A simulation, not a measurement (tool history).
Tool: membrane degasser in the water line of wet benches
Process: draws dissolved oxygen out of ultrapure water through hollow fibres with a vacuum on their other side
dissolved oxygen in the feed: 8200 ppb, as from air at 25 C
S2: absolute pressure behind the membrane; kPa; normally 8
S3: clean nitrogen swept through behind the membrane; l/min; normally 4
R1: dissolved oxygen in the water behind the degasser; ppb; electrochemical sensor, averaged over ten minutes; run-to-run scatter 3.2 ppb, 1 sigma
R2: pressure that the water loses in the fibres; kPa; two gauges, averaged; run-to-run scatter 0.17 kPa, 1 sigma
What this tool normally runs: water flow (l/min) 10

Run 1, hour 0: usual settings. Result: R1 333.3 ppb, R2 27.6 kPa.
Run 2, hour 29.7: usual settings. Result: R1 336.7 ppb, R2 27.93 kPa.
Run 3, hour 78: usual settings but water flow (l/min) 15. Result: R1 576.1 ppb, R2 41.57 kPa.
Run 4, hour 128.6: usual settings but water flow (l/min) 15. Result: R1 592 ppb, R2 41.71 kPa.
Run 5, hour 174.1: usual settings but water flow (l/min) 15. Result: R1 587.7 ppb, R2 41.74 kPa.
Run 6, hour 221.4: usual settings but water flow (l/min) 15. Result: R1 579.9 ppb, R2 41.8 kPa.
Run 7, hour 244.5: usual settings but water flow (l/min) 15. Result: R1 593.2 ppb, R2 41.84 kPa.
Run 8, hour 290.5: usual settings. Result: R1 343.8 ppb, R2 27.94 kPa.
Run 9, hour 328.7: usual settings. Result: R1 339.9 ppb, R2 27.89 kPa.
Run 10, hour 379.4: usual settings. Result: R1 341.4 ppb, R2 28.01 kPa.
Run 11, hour 426.3: usual settings. Result: R1 343 ppb, R2 27.85 kPa.
Run 12, hour 453: usual settings. Result: R1 337.3 ppb, R2 28.02 kPa.
Run 13, hour 487.3: usual settings but water flow (l/min) 16. Result: R1 644.2 ppb, R2 44.39 kPa.
At hour 531.7: vacuum gauge calibrated.
Run 14, hour 531.7: usual settings but water flow (l/min) 16. Result: R1 630.7 ppb, R2 45.17 kPa.
Run 15, hour 564.8: usual settings but water flow (l/min) 16. Result: R1 642.3 ppb, R2 44.53 kPa.
Run 16, hour 591.1: usual settings but water flow (l/min) 16. Result: R1 640 ppb, R2 44.64 kPa.
Run 17, hour 613.6: usual settings but water flow (l/min) 13, S2 8.53 kPa, S3 2.25 l/min. Result: R1 528.8 ppb, R2 36.39 kPa.

Run 18, settings as shown, results not yet in. Your forecast:
Run 18, hour 649.8: usual settings but water flow (l/min) 7, S2 5.63 kPa, S3 5.93 l/min. Result: R1 ?, R2 ?.

{"run 18": {"R1": 180.3, "R2": 19.54}}
Were there no unlogged condition in the tool, this run, its random variation unchanged, would have produced R1 166.4 ppb, R2 19.14 kPa.
